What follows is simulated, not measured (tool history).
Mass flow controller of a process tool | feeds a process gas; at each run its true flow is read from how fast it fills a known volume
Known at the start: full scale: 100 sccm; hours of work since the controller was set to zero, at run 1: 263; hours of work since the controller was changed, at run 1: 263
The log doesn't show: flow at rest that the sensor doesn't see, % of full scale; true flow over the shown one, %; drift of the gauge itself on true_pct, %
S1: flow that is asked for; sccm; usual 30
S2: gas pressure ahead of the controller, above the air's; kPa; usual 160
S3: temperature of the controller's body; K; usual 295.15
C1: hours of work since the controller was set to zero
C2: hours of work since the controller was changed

{"run": 1, "hour": 0.0, "S1": 30, "S2": 160, "S3": 295.15, "C1": 263, "C2": 263, "true flow (%)": 97.94}
{"run": 2, "hour": 112.7, "S1": 30, "S2": 160, "S3": 295.15, "C1": 320, "C2": 320, "true flow (%)": 97.91}
{"run": 3, "hour": 210.3, "S1": 30, "S2": 160, "S3": 295.15, "C1": 369, "C2": 369, "true flow (%)": 97.97}
{"run": 4, "hour": 259.1, "S1": 30, "S2": 160, "S3": 295.15, "C1": 394, "C2": 394, "true flow (%)": 98.1}
{"run": 5, "hour": 324.1, "S1": 30, "S2": 250, "S3": 295.15, "C1": 427, "C2": 427, "true flow (%)": 98.11}
{"run": 6, "hour": 436.6, "S1": 30, "S2": 250, "S3": 295.15, "C1": 484, "C2": 484, "true flow (%)": 98.22}
{"run": 7, "hour": 540.6, "S1": 30, "S2": 160, "S3": 295.15, "C1": 537, "C2": 537, "true flow (%)": 98.06}
{"run": 8, "hour": 644.4, "S1": 30, "S2": 160, "S3": 295.15, "C1": 590, "C2": 590, "true flow (%)": 98.03}
{"run": 9, "hour": 699.6, "S1": 25, "S2": 160, "S3": 295.15, "C1": 618, "C2": 618, "true flow (%)": 97.84}
{"run": 10, "hour": 814.5, "S1": 21, "S2": 162, "S3": 298.15, "C1": 676, "C2": 676, "true flow (%)": 97.67}
{"run": 11, "hour": 884.8, "S1": 21, "S2": 162, "S3": 298.15, "C1": 712, "C2": 712, "true flow (%)": 97.7}
{"run": 12, "hour": 983.0, "S1": 21, "S2": 143, "S3": 297.15, "C1": 762, "C2": 762, "true flow (%)": 97.8}
{"run": 13, "hour": 1057.8, "S1": 30, "S2": 211, "S3": 295.15, "C1": 799, "C2": 799, "true flow (%)": 98.3}
{"run": 14, "hour": 1151.8, "S1": 53, "S2": 194, "S3": 295.15, "C1": 847, "C2": 847, "true flow (%)": 98.96}
{"run": 15, "hour": 1252.2, "S1": 53, "S2": 194, "S3": 295.15, "C1": 898, "C2": 898, "true flow (%)": 99.13}
{"run": 16, "hour": 1331.3, "S1": 53, "S2": 194, "S3": 295.15, "C1": 938, "C2": 938, "true flow (%)": 99.28}
{"run": 17, "hour": 1391.5, "S1": 42, "S2": 154, "S3": 295.15, "C1": 969, "C2": 969, "true flow (%)": 98.63}
{"run": 18, "hour": 1501.0, "S1": 42, "S2": 154, "S3": 295.15, "C1": 1024, "C2": 1024, "true flow (%)": 98.71}

5 ways to go on from here, each from the tool as it stands after run 18. What would each give?
{"run": "A", "hour": 1587.5, "S1": 36, "S2": 163, "S3": 295.15, "C1": 1068, "C2": 1068, "true flow (%)": "?"}
{"run": "B", "hour": 1587.5, "S1": 65, "S2": 179, "S3": 299.15, "C1": 1068, "C2": 1068, "true flow (%)": "?"}
{"run": "C", "hour": 1587.5, "S1": 11, "S2": 150, "S3": 295.15, "C1": 1068, "C2": 1068, "true flow (%)": "?"}
{"run": "D", "hour": 1587.5, "S1": 10, "S2": 160, "S3": 305.15, "C1": 1068, "C2": 1068, "true flow (%)": "?"}
{"run": "E", "hour": 1587.5, "S1": 64, "S2": 154, "S3": 295.15, "C1": 1068, "C2": 1068, "true flow (%)": "?"}

run=A true_flow_(%)=98.44
run=B true_flow_(%)=99.38
run=C true_flow_(%)=97.67
run=D true_flow_(%)=97.07
run=E true_flow_(%)=99.41
Without the tool's hidden state the same runs would have given:
run=A true_flow_(%)=97.92
run=B true_flow_(%)=98.85
run=C true_flow_(%)=97.14
run=D true_flow_(%)=96.55
run=E true_flow_(%)=98.88
